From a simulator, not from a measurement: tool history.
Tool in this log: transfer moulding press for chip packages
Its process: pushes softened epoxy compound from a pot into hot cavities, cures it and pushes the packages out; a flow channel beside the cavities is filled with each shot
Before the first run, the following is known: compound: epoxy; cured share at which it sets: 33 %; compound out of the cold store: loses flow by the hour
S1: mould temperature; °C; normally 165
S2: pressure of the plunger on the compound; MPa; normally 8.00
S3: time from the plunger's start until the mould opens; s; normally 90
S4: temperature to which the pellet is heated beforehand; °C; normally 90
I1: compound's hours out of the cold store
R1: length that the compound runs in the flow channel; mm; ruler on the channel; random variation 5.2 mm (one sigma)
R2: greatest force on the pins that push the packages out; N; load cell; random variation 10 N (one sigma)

run	day	S1	S2	S3	S4	I1	R1	R2
1	0.000	165	8.00	90	90	28.1	719	456
# day 0.725: cavities cleaned with cleaning compound and waxed
2	1.783	165	8.00	96	90	32.7	692	392
# day 4.042: cavities cleaned with cleaning compound and waxed
3	4.296	165	8.00	96	90	26.6	722	402
4	5.662	165	8.00	90	89	36.9	671	456
# day 7.288: cavities cleaned with cleaning compound and waxed
5	8.046	165	8.00	100	90	41.2	657	372
# day 10.050: plunger's sealing rings changed
# day 10.638: cavities cleaned with cleaning compound and waxed
6	10.717	165	8.00	100	90	15.2	780	397
7	13.525	165	8.00	100	90	40.4	658	367
# day 13.921: cavities cleaned with cleaning compound and waxed
8	16.350	165	8.00	90	90	44.6	651	443
# day 17.154: cavities cleaned with cleaning compound and waxed
9	18.279	165	7.43	90	90	19.1	746	471
# day 20.533: cavities cleaned with cleaning compound and waxed
10	20.942	165	7.43	82	90	11.5	766	609
11	22.954	164	8.00	90	90	17.6	770	493
# day 23.475: mould's thermocouples calibrated
# day 24.025: cavities cleaned with cleaning compound and waxed
12	24.675	164	8.00	90	90	16.5	776	492
# day 25.988: plunger's sealing rings changed
13	26.525	164	8.00	90	90	11.5	793	505
# day 27.450: cavities cleaned with cleaning compound and waxed
14	29.492	165	8.94	90	90	9.5	837	505
# day 30.696: cavities cleaned with cleaning compound and waxed
15	31.312	171	6.78	90	90	12.5	715	356
16	32.771	165	7.24	90	99	28.3	675	448
# day 33.996: cavities cleaned with cleaning compound and waxed
17	34.267	165	7.24	90	99	21.0	705	444
18	35.750	167	7.44	96	90	24.9	698	368
19	37.012	163	7.21	78	87	47.3	606	701

What does the tool deliver on the next run?
# day 37.242: cavities cleaned with cleaning compound and waxed
20	38.483	168	7.28	78	87	21.3	?	?

Run 20 produced R1 711 mm, R2 523 N.
The same run, on a tool lacking any hidden state, would have yielded R1 712 mm, R2 519 N.

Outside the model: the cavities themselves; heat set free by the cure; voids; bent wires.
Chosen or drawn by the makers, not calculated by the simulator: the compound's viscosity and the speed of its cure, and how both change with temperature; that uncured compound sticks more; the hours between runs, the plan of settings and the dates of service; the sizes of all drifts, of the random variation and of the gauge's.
